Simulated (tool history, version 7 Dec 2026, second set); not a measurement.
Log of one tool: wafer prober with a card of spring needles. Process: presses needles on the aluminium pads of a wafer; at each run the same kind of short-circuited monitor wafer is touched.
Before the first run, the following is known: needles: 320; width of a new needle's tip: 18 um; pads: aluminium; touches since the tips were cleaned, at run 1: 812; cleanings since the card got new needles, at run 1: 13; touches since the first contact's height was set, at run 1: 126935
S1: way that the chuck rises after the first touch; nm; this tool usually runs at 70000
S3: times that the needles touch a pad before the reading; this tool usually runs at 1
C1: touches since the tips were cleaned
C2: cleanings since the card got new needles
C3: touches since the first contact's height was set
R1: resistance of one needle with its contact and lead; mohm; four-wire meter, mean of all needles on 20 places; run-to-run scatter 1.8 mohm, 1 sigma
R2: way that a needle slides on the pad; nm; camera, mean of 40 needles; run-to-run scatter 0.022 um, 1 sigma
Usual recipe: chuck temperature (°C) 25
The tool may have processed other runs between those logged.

{"run": 1, "hour": 0.0, "S1": 70000, "chuck temperature (°C)": 25, "S3": 1, "C1": 812, "C2": 13, "C3": 126935, "R1": 200, "R2": 11310}
{"run": 2, "hour": 18.9, "S1": 70000, "chuck temperature (°C)": 25, "S3": 1, "C1": 6861, "C2": 13, "C3": 132984, "R1": 213, "R2": 11310}
{"hour": 25.3, "done": "tips cleaned on abrasive film"}
{"run": 3, "hour": 44.7, "S1": 70000, "chuck temperature (°C)": 25, "S3": 1, "C1": 6226, "C2": 14, "C3": 141241, "R1": 215, "R2": 11300}
{"hour": 53.4, "done": "tips cleaned on abrasive film"}
{"run": 4, "hour": 66.2, "S1": 70000, "chuck temperature (°C)": 25, "S3": 2, "C1": 4114, "C2": 15, "C3": 148091, "R1": 203, "R2": 11290}
{"hour": 80.1, "done": "tips cleaned on abrasive film"}
{"run": 5, "hour": 94.9, "S1": 70000, "chuck temperature (°C)": 25, "S3": 2, "C1": 4732, "C2": 16, "C3": 157246, "R1": 201, "R2": 11250}
{"hour": 108.7, "done": "tips cleaned on abrasive film"}
{"run": 6, "hour": 112.4, "S1": 70000, "chuck temperature (°C)": 25, "S3": 1, "C1": 1185, "C2": 17, "C3": 162835, "R1": 203, "R2": 11200}
{"run": 7, "hour": 129.4, "S1": 70000, "chuck temperature (°C)": 25, "S3": 3, "C1": 6618, "C2": 17, "C3": 168268, "R1": 195, "R2": 11290}
{"hour": 137.3, "done": "tips cleaned on abrasive film"}
{"run": 8, "hour": 154.3, "S1": 70000, "chuck temperature (°C)": 25, "S3": 3, "C1": 5464, "C2": 18, "C3": 176232, "R1": 200, "R2": 11220}
{"hour": 165.4, "done": "tips cleaned on abrasive film"}
{"run": 9, "hour": 188.9, "S1": 70000, "chuck temperature (°C)": 25, "S3": 3, "C1": 7549, "C2": 19, "C3": 187301, "R1": 203, "R2": 11200}
{"hour": 193.4, "done": "tips cleaned on abrasive film"}
{"run": 10, "hour": 208.4, "S1": 70000, "chuck temperature (°C)": 25, "S3": 3, "C1": 4833, "C2": 20, "C3": 193523, "R1": 198, "R2": 11180}
{"hour": 220.1, "done": "tips cleaned on abrasive film"}
{"run": 11, "hour": 240.4, "S1": 63000, "chuck temperature (°C)": 25, "S3": 3, "C1": 6520, "C2": 21, "C3": 203747, "R1": 201, "R2": 10020}
{"hour": 249.3, "done": "tips cleaned on abrasive film"}
{"run": 12, "hour": 272.6, "S1": 59000, "chuck temperature (°C)": 25, "S3": 1, "C1": 7456, "C2": 22, "C3": 214008, "R1": 229, "R2": 9330}
{"hour": 277.2, "done": "tips cleaned on abrasive film"}
{"hour": 294.6, "done": "height of the first contact set anew"}
{"run": 13, "hour": 302.6, "S1": 59000, "chuck temperature (°C)": 25, "S3": 1, "C1": 8054, "C2": 23, "C3": 2571, "R1": 226, "R2": 9710}
{"hour": 306.1, "done": "tips cleaned on abrasive film"}
{"run": 14, "hour": 324.7, "S1": 70000, "chuck temperature (°C)": 25, "S3": 1, "C1": 5970, "C2": 24, "C3": 9608, "R1": 214, "R2": 11530}
{"hour": 333.0, "done": "tips cleaned on abrasive film"}
{"run": 15, "hour": 353.5, "S1": 70000, "chuck temperature (°C)": 25, "S3": 1, "C1": 6569, "C2": 25, "C3": 18800, "R1": 215, "R2": 11530}
{"hour": 362.1, "done": "tips cleaned on abrasive film"}
{"run": 16, "hour": 376.2, "S1": 70000, "chuck temperature (°C)": 25, "S3": 1, "C1": 4497, "C2": 26, "C3": 26048, "R1": 210, "R2": 11470}
{"hour": 390.7, "done": "tips cleaned on abrasive film"}
{"run": 17, "hour": 408.5, "S1": 60000, "chuck temperature (°C)": 25, "S3": 1, "C1": 5702, "C2": 27, "C3": 36375, "R1": 223, "R2": 9810}
{"hour": 417.3, "done": "tips cleaned on abrasive film"}
{"run": 18, "hour": 429.1, "S1": 70000, "chuck temperature (°C)": 25, "S3": 1, "C1": 3777, "C2": 28, "C3": 42951, "R1": 211, "R2": 11470}
{"hour": 444.3, "done": "tips cleaned on abrasive film"}
{"run": 19, "hour": 452.7, "S1": 70000, "chuck temperature (°C)": 25, "S3": 1, "C1": 2707, "C2": 29, "C3": 50488, "R1": 208, "R2": 11460}
{"hour": 472.5, "done": "tips cleaned on abrasive film"}
{"run": 20, "hour": 480.5, "S1": 70000, "chuck temperature (°C)": 25, "S3": 1, "C1": 2561, "C2": 30, "C3": 59360, "R1": 208, "R2": 11440}
{"hour": 500.6, "done": "tips cleaned on abrasive film"}
{"run": 21, "hour": 510.6, "S1": 70000, "chuck temperature (°C)": 25, "S3": 1, "C1": 3208, "C2": 31, "C3": 68972, "R1": 214, "R2": 11420}
{"hour": 528.2, "done": "tips cleaned on abrasive film"}
{"run": 22, "hour": 544.8, "S1": 70000, "chuck temperature (°C)": 25, "S3": 1, "C1": 5335, "C2": 32, "C3": 79911, "R1": 216, "R2": 11380}
{"hour": 556.2, "done": "tips cleaned on abrasive film"}
{"run": 23, "hour": 579.7, "S1": 70000, "chuck temperature (°C)": 25, "S3": 1, "C1": 7528, "C2": 33, "C3": 91050, "R1": 218, "R2": 11380}
{"hour": 583.2, "done": "tips cleaned on abrasive film"}
{"run": 24, "hour": 598.9, "S1": 70000, "chuck temperature (°C)": 25, "S3": 1, "C1": 5038, "C2": 34, "C3": 97176, "R1": 215, "R2": 11310}
{"hour": 610.2, "done": "tips cleaned on abrasive film"}
{"run": 25, "hour": 622.1, "S1": 79000, "chuck temperature (°C)": 39, "S3": 2, "C1": 3803, "C2": 35, "C3": 104586, "R1": 206, "R2": 12800}
{"hour": 637.4, "done": "tips cleaned on abrasive film"}
{"run": 26, "hour": 650.7, "S1": 79000, "chuck temperature (°C)": 39, "S3": 2, "C1": 4275, "C2": 36, "C3": 113735, "R1": 201, "R2": 12770}
{"hour": 666.2, "done": "tips cleaned on abrasive film"}
{"run": 27, "hour": 684.1, "S1": 79000, "chuck temperature (°C)": 39, "S3": 2, "C1": 5716, "C2": 37, "C3": 124387, "R1": 204, "R2": 12800}
{"hour": 694.1, "done": "tips cleaned on abrasive film"}
{"run": 28, "hour": 699.4, "S1": 79000, "chuck temperature (°C)": 39, "S3": 2, "C1": 1700, "C2": 38, "C3": 129276, "R1": 202, "R2": 12810}
{"hour": 721.8, "done": "tips cleaned on abrasive film"}
{"run": 29, "hour": 725.4, "S1": 79000, "chuck temperature (°C)": 39, "S3": 2, "C1": 1141, "C2": 39, "C3": 137561, "R1": 197, "R2": 12750}
{"hour": 750.3, "done": "tips cleaned on abrasive film"}
{"run": 30, "hour": 757.2, "S1": 53000, "chuck temperature (°C)": 37, "S3": 1, "C1": 2220, "C2": 40, "C3": 147737, "R1": 223, "R2": 8450}
{"run": 31, "hour": 774.1, "S1": 71000, "chuck temperature (°C)": 118, "S3": 3, "C1": 7632, "C2": 40, "C3": 153149, "R1": 216, "R2": 11420}
{"hour": 778.8, "done": "tips cleaned on abrasive film"}
{"hour": 806.4, "done": "tips cleaned on abrasive film"}
{"run": 32, "hour": 806.4, "S1": 51000, "chuck temperature (°C)": 100, "S3": 1, "C1": 0, "C2": 42, "C3": 163426, "R1": 212, "R2": 8130}
{"run": 33, "hour": 829.0, "S1": 62000, "chuck temperature (°C)": 100, "S3": 1, "C1": 7261, "C2": 42, "C3": 170687, "R1": 237, "R2": 9900}

What will run 34 give?
{"hour": 835.5, "done": "tips cleaned on abrasive film"}
{"run": 34, "hour": 859.6, "S1": 62000, "chuck temperature (°C)": 100, "S3": 1, "C1": 7723, "C2": 43, "C3": 180460, "R1": "?", "R2": "?"}

R1: 243 mohm
R2: 9860 nm
With no hidden state in the tool, this same run would have given R1 210 mohm, R2 10190 nm.

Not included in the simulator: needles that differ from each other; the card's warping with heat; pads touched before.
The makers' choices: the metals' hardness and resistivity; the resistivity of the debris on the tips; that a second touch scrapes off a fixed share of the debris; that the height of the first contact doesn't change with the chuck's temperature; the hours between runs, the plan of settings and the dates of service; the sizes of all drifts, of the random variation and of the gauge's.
